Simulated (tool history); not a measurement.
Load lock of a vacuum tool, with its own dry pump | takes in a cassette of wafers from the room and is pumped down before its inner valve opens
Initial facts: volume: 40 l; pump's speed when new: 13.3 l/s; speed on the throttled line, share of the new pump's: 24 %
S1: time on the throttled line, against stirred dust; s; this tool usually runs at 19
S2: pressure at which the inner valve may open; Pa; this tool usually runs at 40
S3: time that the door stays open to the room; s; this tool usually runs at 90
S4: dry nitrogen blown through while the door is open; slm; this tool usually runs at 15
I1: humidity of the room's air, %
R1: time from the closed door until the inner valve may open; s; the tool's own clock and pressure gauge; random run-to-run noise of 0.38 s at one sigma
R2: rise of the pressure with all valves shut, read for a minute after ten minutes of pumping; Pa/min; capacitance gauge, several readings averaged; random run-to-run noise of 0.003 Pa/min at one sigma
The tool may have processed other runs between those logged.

run 1 hour=0 | S1=19 S2=40 S3=90 S4=15 | I1=44.2 | R1=38.9 R2=0.44
run 2 hour=81.2 | S1=13 S2=40 S3=90 S4=15 | I1=43.2 | R1=34 R2=0.448
run 3 hour=190 | S1=25 S2=40 S3=90 S4=15 | I1=43 | R1=43.7 R2=0.457
run 4 hour=255.4 | S1=25 S2=40 S3=90 S4=15 | I1=44.4 | R1=43.1 R2=0.46
run 5 hour=351.4 | S1=19 S2=28 S3=90 S4=15 | I1=43.8 | R1=39.6 R2=0.458
run 6 hour=455.5 | S1=19 S2=28 S3=90 S4=15 | I1=48.1 | R1=39.6 R2=0.491
run 7 hour=508.4 | S1=19 S2=28 S3=90 S4=15 | I1=50.8 | R1=40.8 R2=0.499
run 8 hour=617.1 | S1=19 S2=28 S3=90 S4=15 | I1=46.5 | R1=40.1 R2=0.5
run 9 hour=720.5 | S1=19 S2=40 S3=90 S4=15 | I1=45.1 | R1=38.4 R2=0.507
run 10 hour=767.1 | S1=19 S2=40 S3=90 S4=15 | I1=43.9 | R1=38.6 R2=0.512
run 11 hour=852.7 | S1=19 S2=40 S3=90 S4=15 | I1=44.8 | R1=38.7 R2=0.513
run 12 hour=916.9 | S1=19 S2=40 S3=90 S4=15 | I1=46.5 | R1=39.1 R2=0.529
run 13 hour=980.4 | S1=19 S2=40 S3=90 S4=15 | I1=44.9 | R1=38.9 R2=0.532
run 14 hour=1055.1 | S1=19 S2=40 S3=90 S4=15 | I1=43.5 | R1=38.2 R2=0.553
-- hour=1127.7 door's seal changed, seat wiped
run 15 hour=1164.7 | S1=19 S2=40 S3=90 S4=15 | I1=43.4 | R1=38.6 R2=0.037
run 16 hour=1236.4 | S1=19 S2=40 S3=207 S4=15 | I1=45.3 | R1=38.8 R2=0.053
run 17 hour=1289.2 | S1=19 S2=40 S3=207 S4=15 | I1=46.9 | R1=38.6 R2=0.054
run 18 hour=1375.8 | S1=19 S2=40 S3=37 S4=15 | I1=44.6 | R1=38.3 R2=0.032
run 19 hour=1439.8 | S1=16 S2=34 S3=37 S4=15 | I1=48.6 | R1=36.5 R2=0.037
run 20 hour=1524.2 | S1=34 S2=34 S3=178 S4=5 | I1=44.4 | R1=51.2 R2=0.073
run 21 hour=1626 | S1=11 S2=53 S3=127 S4=5 | I1=44.3 | R1=31.9 R2=0.073
run 22 hour=1704.4 | S1=11 S2=53 S3=127 S4=5 | I1=47.5 | R1=31.3 R2=0.074
run 23 hour=1802.3 | S1=11 S2=53 S3=127 S4=7 | I1=46 | R1=31.6 R2=0.071
run 24 hour=1897.7 | S1=19 S2=40 S3=81 S4=5 | I1=42.3 | R1=38.9 R2=0.067
run 25 hour=1974.9 | S1=31 S2=69 S3=65 S4=15 | I1=43 | R1=46.5 R2=0.053
run 26 hour=2050.2 | S1=19 S2=40 S3=113 S4=26 | I1=44.6 | R1=39 R2=0.051
run 27 hour=2110.2 | S1=12 S2=39 S3=106 S4=31 | I1=46.6 | R1=33.4 R2=0.057
run 28 hour=2175.8 | S1=13 S2=40 S3=78 S4=15 | I1=45.1 | R1=34.5 R2=0.062
run 29 hour=2259.1 | S1=28 S2=39 S3=78 S4=15 | I1=43.4 | R1=45.7 R2=0.061
run 30 hour=2328.3 | S1=28 S2=39 S3=78 S4=15 | I1=44.7 | R1=46.2 R2=0.066
run 31 hour=2381.3 | S1=28 S2=39 S3=78 S4=15 | I1=43.9 | R1=46.5 R2=0.066
run 32 hour=2464.8 | S1=28 S2=68 S3=26 S4=15 | I1=45 | R1=44 R2=0.061
run 33 hour=2543.5 | S1=28 S2=68 S3=26 S4=15 | I1=45.3 | R1=44.4 R2=0.063
run 34 hour=2642.3 | S1=27 S2=52 S3=28 S4=18 | I1=41.7 | R1=43.4 R2=0.068
run 35 hour=2712.6 | S1=31 S2=39 S3=81 S4=11 | I1=44 | R1=48.9 R2=0.082
run 36 hour=2796.1 | S1=31 S2=39 S3=81 S4=11 | I1=44.5 | R1=47.8 R2=0.086

Some steps in R1 between neighbouring runs. How much of each would the tool show without its hidden state too (settings, what came in, random variation), and how much is left for the hidden state, with any gauge scatter that isn't in both results?
Hidden conditions of the tool in this case: pump's speed, % of a new pump's; leak at the door's seal, Pa l/s; drift of the gauge itself on ready_s, %; drift of the gauge itself on rise_pa_min, %.
Run 4 -> 5: S1 25 -> 19, S2 40 -> 28. R1 -3.5 s: hidden state +0.1, all else -3.6.
Run 19 -> 20: S1 16 -> 34, S3 37 -> 178, S4 15 -> 5. R1 +14.7 s: hidden state -0.1, all else +14.8.
Run 20 -> 21: S1 34 -> 11, S2 34 -> 53, S3 178 -> 127. R1 -19.3 s: hidden state +0.1, all else -19.4.
Run 24 -> 25: S1 19 -> 31, S2 40 -> 69, S3 81 -> 65, S4 5 -> 15. R1 +7.6 s: hidden state -0.2, all else +7.8.
Run 25 -> 26: S1 31 -> 19, S2 69 -> 40, S3 65 -> 113, S4 15 -> 26. R1 -7.5 s: hidden state +0.2, all else -7.7.
Run 28 -> 29: S1 13 -> 28, S2 40 -> 39. R1 +11.2 s: hidden state -0.1, all else +11.3.

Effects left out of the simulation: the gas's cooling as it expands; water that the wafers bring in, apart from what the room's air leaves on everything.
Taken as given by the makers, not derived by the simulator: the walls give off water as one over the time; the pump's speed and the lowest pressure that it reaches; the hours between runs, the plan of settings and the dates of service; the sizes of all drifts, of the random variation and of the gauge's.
